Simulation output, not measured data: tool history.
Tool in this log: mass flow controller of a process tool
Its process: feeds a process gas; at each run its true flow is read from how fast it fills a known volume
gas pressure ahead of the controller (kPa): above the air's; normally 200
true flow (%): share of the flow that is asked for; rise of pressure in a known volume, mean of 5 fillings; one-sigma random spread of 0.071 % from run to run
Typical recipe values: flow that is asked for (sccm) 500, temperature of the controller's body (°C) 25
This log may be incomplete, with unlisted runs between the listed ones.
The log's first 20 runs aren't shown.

| run | hour | flow that is asked for (sccm) | gas pressure ahead of the controller (kPa) | temperature of the controller's body (°C) | true flow (%) |
|---|---|---|---|---|---|
| 21 | 6088.1 | 242 | 267 | 26 | 100.12 |
| 22 | 6511.2 | 352 | 275 | 24 | 100.26 |
| 23 | 6724.1 | 352 | 275 | 24 | 100.43 |
| 24 | 7111 | 247 | 275 | 23 | 101.22 |
| 25 | 7524.7 | 121 | 256 | 30 | 102.92 |
|  | 7734.5 | controller's zero set anew, once more |
| 26 | 7894.1 | 121 | 256 | 30 | 98.82 |
| 27 | 8167.6 | 514 | 200 | 29 | 99.59 |
| 28 | 8349.7 | 514 | 200 | 29 | 99.66 |
| 29 | 8765.4 | 193 | 146 | 25 | 100.88 |
| 30 | 9051.5 | 610 | 146 | 38 | 99.31 |
| 31 | 9289.5 | 610 | 146 | 38 | 99.41 |
| 32 | 9605 | 412 | 185 | 28 | 100.41 |
| 33 | 9825.9 | 280 | 200 | 34 | 100.05 |
| 34 | 10215.6 | 511 | 200 | 25 | 100.95 |
| 35 | 10497.7 | 511 | 200 | 25 | 101.01 |

Branching from run 35: 4 alternative next runs. What would each branch give?
| A | 10839.5 | 542 | 143 | 27 | ? |
| B | 10839.5 | 928 | 152 | 21 | ? |
| C | 10839.5 | 137 | 200 | 25 | ? |
| D | 10839.5 | 839 | 200 | 27 | ? |

| run | true flow (%) |
|---|---|
| A | 101.31 |
| B | 102.02 |
| C | 103.19 |
| D | 100.87 |
The same runs, with their run-to-run variation unchanged, on a tool lacking any hidden condition would have given:
| run | true flow (%) |
|---|---|
| A | 99.73 |
| B | 100.79 |
| C | 99.04 |
| D | 99.59 |
